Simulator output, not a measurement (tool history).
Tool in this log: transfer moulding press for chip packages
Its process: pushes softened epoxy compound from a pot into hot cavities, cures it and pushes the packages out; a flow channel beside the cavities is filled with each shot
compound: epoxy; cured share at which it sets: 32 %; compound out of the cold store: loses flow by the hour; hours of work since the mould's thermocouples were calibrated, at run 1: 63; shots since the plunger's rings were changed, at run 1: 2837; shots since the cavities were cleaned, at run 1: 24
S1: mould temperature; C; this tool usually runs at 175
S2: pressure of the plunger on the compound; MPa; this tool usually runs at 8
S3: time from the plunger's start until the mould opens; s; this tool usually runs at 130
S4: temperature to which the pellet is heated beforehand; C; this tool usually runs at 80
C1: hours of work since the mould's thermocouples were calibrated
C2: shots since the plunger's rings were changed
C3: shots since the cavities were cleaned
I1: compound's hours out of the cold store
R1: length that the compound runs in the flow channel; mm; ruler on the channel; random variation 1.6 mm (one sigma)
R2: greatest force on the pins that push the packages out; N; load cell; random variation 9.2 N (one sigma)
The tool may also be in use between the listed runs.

run,day,S1,S2,S3,S4,C1,C2,C3,I1,R1,R2
1,0,175,8,130,80,63,2837,24,19.6,924,452
2,0.45,175,8,130,80,68,2919,106,41.4,834,485
3,0.788,175,8,130,84,72,2981,168,41.7,832,491
# day 1.029: plunger's sealing rings changed
4,1.221,175,8,130,84,76,35,228,41.8,857,534
5,1.512,175,8,130,80,79,88,281,26.8,917,578
6,1.783,175,8,130,85,83,137,330,21.3,944,579
7,2.1,175,8,130,85,86,195,388,8.1,1006,612
8,2.438,175,8,130,80,90,257,450,43.7,852,614
9,2.888,175,8,130,80,96,339,532,37.9,871,609
# day 3.012: mould's thermocouples calibrated
10,3.383,175,8,130,80,4,414,607,27.5,914,646
11,3.829,175,8,130,80,10,495,688,24.7,926,637
12,4.062,175,8,130,80,12,537,730,30,902,629
13,4.325,175,8,130,80,15,585,778,32.6,889,629
14,4.788,175,8,130,80,21,669,862,8.3,999,657
# day 5.046: cavities cleaned with cleaning compound and waxed
15,5.242,175,8,161,73,25,741,36,18.1,952,381
# day 5.625: mould's thermocouples calibrated, once more
16,5.704,175,7.19,130,84,1,810,105,28.4,857,479
17,5.917,175,7.33,130,80,3,849,144,38.2,826,501
18,6.3,177,8,125,80,8,918,213,26.9,904,521
19,6.617,177,8,125,80,12,976,271,19.7,936,543
20,6.979,177,8,125,80,16,1042,337,14.3,957,558
21,7.342,171,9.81,125,84,20,1108,403,40.2,957,702
22,7.575,183,7.98,125,84,23,1151,446,23.4,901,536
23,8,183,7.98,125,84,28,1228,523,26.5,888,532
24,8.279,183,7.98,125,84,31,1279,574,46.5,808,564
25,8.692,183,7.98,125,84,36,1355,650,27.5,881,565
26,8.925,171,9.95,125,78,38,1396,691,21,1054,787
27,9.15,171,9.95,125,78,41,1437,732,24.7,1035,770
28,9.512,171,9.95,125,78,45,1504,799,45.7,935,761

Measured less the same run without the tool's hidden state. The same run-to-run variation is in both; the gauge's scatter may not be:
Unlogged tool condition in this case: true mould temperature over the reading, C; pressure that reaches the compound, % of what is set; grip of the stained cavities, % over clean ones'; drift of the gauge itself on flow_mm, %; drift of the gauge itself on push_out_n, %.
run,R1,R2
1,-27,+33
2,-25,+80
3,-26,+104
4,+0,+129
5,-1,+156
6,-1,+165
7,-2,+186
8,-1,+191
9,-2,+200
10,-3,+218
11,-4,+222
12,-4,+220
13,-5,+224
14,-5,+237
15,-6,+28
16,-8,+69
17,-8,+89
18,-9,+116
19,-10,+137
20,-11,+154
21,-12,+204
22,-11,+164
23,-12,+169
24,-11,+183
25,-13,+188
26,-16,+263
27,-16,+259
28,-15,+260
